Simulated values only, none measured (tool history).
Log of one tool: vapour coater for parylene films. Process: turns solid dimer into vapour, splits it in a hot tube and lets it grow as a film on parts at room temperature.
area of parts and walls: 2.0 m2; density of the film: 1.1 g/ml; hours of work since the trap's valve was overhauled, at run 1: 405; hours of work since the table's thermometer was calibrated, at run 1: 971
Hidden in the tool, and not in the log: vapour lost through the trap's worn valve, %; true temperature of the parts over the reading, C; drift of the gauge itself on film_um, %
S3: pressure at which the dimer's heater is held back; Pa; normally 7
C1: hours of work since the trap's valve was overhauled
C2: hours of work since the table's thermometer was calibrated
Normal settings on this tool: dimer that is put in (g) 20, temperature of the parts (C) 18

Run 1, hour 0.0: usual settings; C1 405; C2 971. Result: thickness of the film (µm) 6.03.
Run 2, hour 48.5: usual settings; C1 437; C2 1003. Result: thickness of the film (µm) 6.08.
Run 3, hour 78.2: usual settings; C1 457; C2 1022. Result: thickness of the film (µm) 6.05.
Run 4, hour 119.9: usual settings but dimer that is put in (g) 11; C1 484; C2 1049. Result: thickness of the film (µm) 3.30.
Run 5, hour 176.9: usual settings but dimer that is put in (g) 11; C1 521; C2 1087. Result: thickness of the film (µm) 3.32.
Run 6, hour 239.1: usual settings; C1 562; C2 1128. Result: thickness of the film (µm) 5.99.
Run 7, hour 286.2: usual settings; C1 593; C2 1159. Result: thickness of the film (µm) 6.03.
Run 8, hour 348.9: usual settings; C1 634; C2 1200. Result: thickness of the film (µm) 5.95.
Run 9, hour 397.0: usual settings; C1 666; C2 1231. Result: thickness of the film (µm) 5.97.
At hour 439.2: trap's valve overhauled.
Run 10, hour 441.1: usual settings; C1 1; C2 1258. Result: thickness of the film (µm) 5.64.
Run 11, hour 501.7: usual settings but temperature of the parts (C) 29; C1 41; C2 1297. Result: thickness of the film (µm) 4.25.
Run 12, hour 541.7: usual settings but temperature of the parts (C) 29; C1 67; C2 1323. Result: thickness of the film (µm) 4.24.
Run 13, hour 588.5: usual settings but temperature of the parts (C) 29; C1 98; C2 1354. Result: thickness of the film (µm) 4.22.
Run 14, hour 622.2: usual settings but temperature of the parts (C) 29; C1 120; C2 1376. Result: thickness of the film (µm) 4.20.
Run 15, hour 691.5: usual settings but temperature of the parts (C) 29; C1 166; C2 1422. Result: thickness of the film (µm) 4.17.
Run 16, hour 739.8: usual settings; C1 197; C2 1454. Result: thickness of the film (µm) 5.58.
Run 17, hour 800.6: usual settings; C1 237; C2 1493. Result: thickness of the film (µm) 5.55.

Run 18 is up next; what results do you expect?
Run 18, hour 855.0: usual settings; C1 273; C2 1529. Result: thickness of the film (µm) ?.

Run 18 yielded thickness of the film (µm) 5.51.
Had the tool carried no hidden state, the very same run would have given thickness of the film (µm) 6.22.
